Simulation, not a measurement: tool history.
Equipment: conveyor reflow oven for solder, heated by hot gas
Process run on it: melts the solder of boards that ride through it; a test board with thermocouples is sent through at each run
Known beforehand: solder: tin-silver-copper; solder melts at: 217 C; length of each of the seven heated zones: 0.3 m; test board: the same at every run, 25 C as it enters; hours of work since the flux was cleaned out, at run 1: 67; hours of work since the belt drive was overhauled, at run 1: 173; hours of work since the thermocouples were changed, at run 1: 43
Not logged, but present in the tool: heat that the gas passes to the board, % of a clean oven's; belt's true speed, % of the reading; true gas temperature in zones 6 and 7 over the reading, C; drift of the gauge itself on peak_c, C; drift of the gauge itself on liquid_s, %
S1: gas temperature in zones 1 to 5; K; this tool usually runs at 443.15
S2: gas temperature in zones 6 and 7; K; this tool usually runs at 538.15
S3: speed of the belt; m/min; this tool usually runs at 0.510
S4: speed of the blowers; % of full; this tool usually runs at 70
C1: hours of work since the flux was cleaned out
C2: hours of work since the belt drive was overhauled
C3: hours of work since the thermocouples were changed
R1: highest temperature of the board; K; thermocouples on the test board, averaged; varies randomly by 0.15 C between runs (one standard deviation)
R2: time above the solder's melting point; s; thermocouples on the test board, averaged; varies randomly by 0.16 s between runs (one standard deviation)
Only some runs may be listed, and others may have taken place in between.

| run | day | S1 | S2 | S3 | S4 | C1 | C2 | C3 | R1 | R2 |
|---|---|---|---|---|---|---|---|---|---|---|
| 1 | 0.000 | 443.15 | 538.15 | 0.510 | 70 | 67 | 173 | 43 | 523.15 | 50.4 |
| 2 | 0.458 | 443.15 | 538.15 | 0.485 | 70 | 72 | 178 | 48 | 524.75 | 54.6 |
| 3 | 0.700 | 443.15 | 538.15 | 0.510 | 70 | 75 | 181 | 51 | 523.05 | 50.6 |
| 4 | 0.938 | 443.15 | 549.15 | 0.510 | 70 | 78 | 184 | 54 | 532.95 | 56.5 |
| 5 | 1.458 | 443.15 | 549.15 | 0.510 | 70 | 84 | 190 | 60 | 532.85 | 56.6 |
| 6 | 1.962 | 443.15 | 537.15 | 0.510 | 70 | 90 | 195 | 65 | 522.15 | 50.2 |
| 7 | 2.271 | 443.15 | 537.15 | 0.510 | 70 | 93 | 199 | 69 | 522.15 | 50.1 |
| 8 | 2.500 | 443.15 | 538.15 | 0.510 | 70 | 96 | 202 | 72 | 523.45 | 50.6 |
| 9 | 2.712 | 453.15 | 538.15 | 0.510 | 70 | 99 | 204 | 74 | 524.85 | 54.9 |
| 10 | 3.054 | 443.15 | 538.15 | 0.510 | 72 | 103 | 208 | 78 | 523.45 | 50.9 |
| 11 | 3.492 | 443.15 | 527.15 | 0.510 | 70 | 108 | 213 | 83 | 513.45 | 43.0 |
| 12 | 3.908 | 443.15 | 527.15 | 0.510 | 70 | 113 | 218 | 88 | 513.45 | 42.8 |
| 13 | 4.125 | 443.15 | 527.15 | 0.510 | 70 | 115 | 221 | 91 | 513.35 | 43.1 |
| 14 | 4.608 | 443.15 | 527.15 | 0.510 | 70 | 121 | 226 | 96 | 513.65 | 42.9 |
| 15 | 5.012 | 443.15 | 527.15 | 0.510 | 70 | 125 | 231 | 101 | 513.45 | 42.8 |
| 16 | 5.308 | 443.15 | 527.15 | 0.426 | 70 | 129 | 234 | 104 | 517.65 | 58.5 |
|  | 5.500 | belt drive overhauled, speed set with a stopwatch |
| 17 | 5.938 | 443.15 | 538.15 | 0.510 | 63 | 134 | 5 | 110 | 521.65 | 49.8 |
| 18 | 6.175 | 443.15 | 538.15 | 0.474 | 51 | 137 | 8 | 113 | 522.05 | 53.2 |
| 19 | 6.471 | 443.15 | 538.15 | 0.474 | 51 | 140 | 11 | 116 | 522.25 | 53.0 |
|  | 7.112 | belt drive overhauled, speed set with a stopwatch, once more |
| 20 | 7.133 | 438.15 | 539.15 | 0.585 | 70 | 146 | 0 | 122 | 517.75 | 37.7 |
| 21 | 7.358 | 438.15 | 532.15 | 0.520 | 75 | 149 | 3 | 124 | 516.75 | 42.7 |
| 22 | 7.654 | 438.15 | 532.15 | 0.520 | 75 | 152 | 6 | 128 | 517.05 | 42.8 |
| 23 | 7.967 | 438.15 | 532.15 | 0.520 | 75 | 156 | 10 | 131 | 516.55 | 42.9 |
| 24 | 8.383 | 455.15 | 536.15 | 0.594 | 67 | 161 | 15 | 136 | 517.95 | 41.7 |
| 25 | 8.792 | 455.15 | 536.15 | 0.421 | 67 | 165 | 20 | 141 | 527.45 | 70.2 |
| 26 | 9.267 | 443.15 | 538.15 | 0.605 | 70 | 171 | 25 | 147 | 517.05 | 36.7 |
| 27 | 9.554 | 443.15 | 538.15 | 0.605 | 70 | 174 | 28 | 150 | 516.75 | 36.4 |
| 28 | 9.921 | 430.15 | 544.15 | 0.601 | 70 | 179 | 33 | 154 | 519.15 | 35.5 |
| 29 | 10.267 | 430.15 | 533.15 | 0.480 | 50 | 183 | 37 | 158 | 514.15 | 40.9 |

Below, each run's measurement less what the same run would have read without the hidden state. Both values contain the same run-to-run variation, but the gauge's scatter may not be the same in both:
| run | R1 | R2 |
|---|---|---|
| 1 | -0.40 | -0.1 |
| 2 | -0.40 | -0.1 |
| 3 | -0.40 | -0.1 |
| 4 | -0.40 | +0.0 |
| 5 | -0.50 | +0.0 |
| 6 | -0.50 | -0.1 |
| 7 | -0.40 | -0.2 |
| 8 | -0.50 | -0.1 |
| 9 | -0.40 | +0.0 |
| 10 | -0.50 | -0.2 |
| 11 | -0.40 | -0.4 |
| 12 | -0.40 | -0.4 |
| 13 | -0.40 | -0.4 |
| 14 | -0.40 | -0.4 |
| 15 | -0.50 | -0.4 |
| 16 | -0.40 | -0.2 |
| 17 | -0.50 | -0.1 |
| 18 | -0.40 | +0.0 |
| 19 | -0.40 | +0.0 |
| 20 | -1.10 | -1.1 |
| 21 | -0.80 | -1.0 |
| 22 | -0.90 | -1.1 |
| 23 | -0.90 | -1.1 |
| 24 | -0.90 | -1.0 |
| 25 | -0.50 | -0.6 |
| 26 | -1.10 | -1.1 |
| 27 | -1.10 | -1.2 |
| 28 | -1.30 | -1.2 |
| 29 | -0.80 | -1.2 |

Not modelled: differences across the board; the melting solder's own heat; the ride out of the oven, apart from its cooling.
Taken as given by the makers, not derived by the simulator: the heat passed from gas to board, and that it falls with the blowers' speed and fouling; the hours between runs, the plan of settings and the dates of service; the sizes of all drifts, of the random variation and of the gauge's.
